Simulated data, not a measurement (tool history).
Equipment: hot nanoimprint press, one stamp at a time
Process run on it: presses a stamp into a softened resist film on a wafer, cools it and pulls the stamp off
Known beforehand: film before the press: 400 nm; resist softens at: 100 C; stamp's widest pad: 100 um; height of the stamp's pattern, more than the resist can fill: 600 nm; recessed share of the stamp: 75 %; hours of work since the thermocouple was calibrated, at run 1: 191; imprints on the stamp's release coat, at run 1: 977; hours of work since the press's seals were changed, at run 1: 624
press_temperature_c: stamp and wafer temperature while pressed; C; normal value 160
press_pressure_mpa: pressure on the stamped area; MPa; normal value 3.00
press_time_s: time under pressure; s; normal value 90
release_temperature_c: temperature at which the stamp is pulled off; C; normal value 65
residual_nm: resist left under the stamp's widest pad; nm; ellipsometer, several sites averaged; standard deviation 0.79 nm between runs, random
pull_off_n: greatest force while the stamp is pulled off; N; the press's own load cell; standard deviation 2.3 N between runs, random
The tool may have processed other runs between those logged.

| run | hour | press_temperature_c | press_pressure_mpa | press_time_s | release_temperature_c | hours of work since the thermocouple was calibrated | imprints on the stamp's release coat | hours of work since the press's seals were changed | residual_nm | pull_off_n |
|---|---|---|---|---|---|---|---|---|---|---|
| 1 | 0.0 | 160 | 3.00 | 90 | 65 | 191 | 977 | 624 | 233.0 | 125 |
| 2 | 33.1 | 160 | 3.00 | 90 | 65 | 214 | 1068 | 648 | 236.3 | 135 |
| 3 | 50.1 | 149 | 3.00 | 90 | 65 | 226 | 1114 | 659 | 313.6 | 132 |
| 4 | 66.4 | 149 | 3.00 | 90 | 65 | 238 | 1159 | 671 | 314.5 | 128 |
| 5 | 87.6 | 150 | 3.00 | 90 | 65 | 253 | 1216 | 686 | 308.8 | 135 |
| 6 | 105.9 | 160 | 3.00 | 90 | 71 | 265 | 1266 | 699 | 235.9 | 113 |
| 7 | 131.3 | 160 | 3.00 | 90 | 71 | 283 | 1336 | 716 | 236.3 | 119 |
| 8 | 153.3 | 160 | 3.00 | 90 | 71 | 299 | 1395 | 732 | 237.0 | 120 |
|  | 181.0 | plate thermocouple calibrated |
| 9 | 188.5 | 160 | 3.00 | 90 | 71 | 5 | 1483 | 754 | 231.2 | 116 |
| 10 | 221.7 | 160 | 3.83 | 90 | 71 | 29 | 1574 | 778 | 211.1 | 123 |
| 11 | 248.2 | 160 | 1.90 | 90 | 65 | 47 | 1646 | 796 | 275.3 | 138 |
| 12 | 267.8 | 160 | 1.90 | 90 | 65 | 61 | 1700 | 810 | 276.8 | 141 |
| 13 | 282.1 | 160 | 3.00 | 90 | 57 | 71 | 1739 | 820 | 234.4 | 167 |
| 14 | 311.5 | 160 | 3.00 | 65 | 57 | 92 | 1819 | 841 | 255.8 | 177 |
| 15 | 332.4 | 160 | 3.00 | 65 | 57 | 106 | 1876 | 855 | 257.9 | 171 |
|  | 360.0 | press's hydraulic seals changed and the load cell set to zero |
| 16 | 374.2 | 160 | 3.88 | 90 | 65 | 130 | 1968 | 10 | 205.9 | 150 |
| 17 | 407.3 | 160 | 3.88 | 90 | 65 | 153 | 2058 | 33 | 208.0 | 156 |
| 18 | 430.6 | 154 | 1.94 | 71 | 67 | 170 | 2122 | 50 | 325.1 | 145 |
| 19 | 461.7 | 152 | 3.85 | 82 | 59 | 191 | 2207 | 71 | 276.4 | 176 |
| 20 | 485.1 | 152 | 2.65 | 166 | 59 | 208 | 2270 | 88 | 260.0 | 183 |
| 21 | 510.7 | 160 | 3.00 | 106 | 53 | 226 | 2340 | 106 | 221.7 | 216 |
| 22 | 528.0 | 160 | 3.00 | 54 | 52 | 238 | 2387 | 118 | 271.5 | 218 |
|  | 538.1 | stamp cleaned and given a new release coat |
| 23 | 565.6 | 160 | 3.00 | 54 | 52 | 260 | 75 | 140 | 270.9 | 133 |
| 24 | 584.7 | 160 | 3.00 | 90 | 60 | 273 | 127 | 153 | 235.7 | 121 |
| 25 | 603.3 | 165 | 3.00 | 90 | 65 | 287 | 178 | 167 | 202.3 | 109 |
| 26 | 621.3 | 165 | 2.84 | 90 | 73 | 299 | 227 | 179 | 208.0 | 86 |
|  | 646.9 | plate thermocouple calibrated |
| 27 | 647.9 | 165 | 2.84 | 90 | 73 | 1 | 291 | 196 | 203.7 | 90 |
| 28 | 673.6 | 160 | 3.00 | 90 | 72 | 19 | 361 | 214 | 230.7 | 87 |
| 29 | 702.9 | 154 | 4.28 | 134 | 55 | 39 | 441 | 234 | 211.9 | 143 |

Some steps in residual_nm between neighbouring runs. How much of each would the tool show without its hidden state too (settings, what came in, random variation), and how much is left for the hidden state, with any gauge scatter that isn't in both results?
What the log doesn't record here: true temperature over the reading, C; pressure that arrives at the usual setting, %; grip of the stamp's worn release coat, % over a new coat's; drift of the gauge itself on residual_nm, %; drift of the gauge itself on pull_off_n, %.
Run 2 -> 3: press_temperature_c 160 -> 149. residual_nm +77.3 nm: hidden state -0.1, all else +77.4.
Run 8 -> 9: plate thermocouple calibrated. residual_nm -5.8 nm: hidden state -5.1, all else -0.7.
Run 17 -> 18: press_temperature_c 160 -> 154, press_pressure_mpa 3.88 -> 1.94, press_time_s 90 -> 71, release_temperature_c 65 -> 67. residual_nm +117.1 nm: hidden state +0.1, all else +117.0.
Run 26 -> 27: plate thermocouple calibrated. residual_nm -4.3 nm: hidden state -4.5, all else +0.2.

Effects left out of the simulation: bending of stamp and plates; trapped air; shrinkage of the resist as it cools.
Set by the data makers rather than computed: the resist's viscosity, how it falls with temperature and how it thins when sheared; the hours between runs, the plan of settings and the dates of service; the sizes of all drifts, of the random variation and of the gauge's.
